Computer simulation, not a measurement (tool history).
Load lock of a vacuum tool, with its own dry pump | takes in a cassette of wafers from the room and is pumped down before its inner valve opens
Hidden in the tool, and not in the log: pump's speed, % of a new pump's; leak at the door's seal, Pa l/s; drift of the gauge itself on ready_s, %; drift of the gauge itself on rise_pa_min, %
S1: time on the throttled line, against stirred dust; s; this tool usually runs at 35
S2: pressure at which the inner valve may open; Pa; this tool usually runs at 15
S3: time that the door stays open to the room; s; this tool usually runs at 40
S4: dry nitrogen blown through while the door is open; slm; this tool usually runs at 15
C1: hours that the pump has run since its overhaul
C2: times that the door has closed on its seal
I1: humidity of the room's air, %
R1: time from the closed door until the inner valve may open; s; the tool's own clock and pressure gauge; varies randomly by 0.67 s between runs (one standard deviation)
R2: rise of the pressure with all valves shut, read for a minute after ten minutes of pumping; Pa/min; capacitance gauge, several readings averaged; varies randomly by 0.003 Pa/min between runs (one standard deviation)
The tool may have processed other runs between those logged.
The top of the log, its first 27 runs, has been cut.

run     hour  S1  S2   S3  S4     C1     C2    I1     R1     R2
 28   8141.6  35  27  214   8  10249  13130  43.3  100.1  0.232
 29   8329.3  35  15   40   5  10437  13517  46.1  105.3  0.208
 30     8631  35  19   40  19  10738  14137  47.9  102.7  0.218
 31   9029.4  30  15   37  15  11137  14957  44.4  102.3  0.233
 32   9374.4  30  15   37  15  11482  15666  41.8  103.4  0.235
 33   9736.9  30  12   37  45  11844  16412  43.1  104.5  0.241
 34   9994.1  43  13   98   7  12102  16941  43.5  114.4  0.295
 35  10398.5  35  15  232  15  12506  17773  42.8  105.2  0.317
 36    10582  35  14   67  31  12689  18150  47.2  107.7  0.293

Alternative continuations, all from the tool just after run 36; predict every row:
  A  10860  36  14   67  27  12967  18722  46.3   ?   ?
  B  10860  35  25   95  15  12967  18722  42.4   ?   ?
  C  10860  35  15   40  35  12967  18722    49   ?   ?
  D  10860  35  15  179  15  12967  18722  44.2   ?   ?

run     R1     R2
  A  108.5  0.311
  B  101.3  0.319
  C  107.1  0.305
  D  106.9  0.339
Without the tool's hidden state the same runs would have given:
run     R1     R2
  A  100.8  0.023
  B   94.4  0.031
  C   99.6  0.016
  D   99.4  0.051
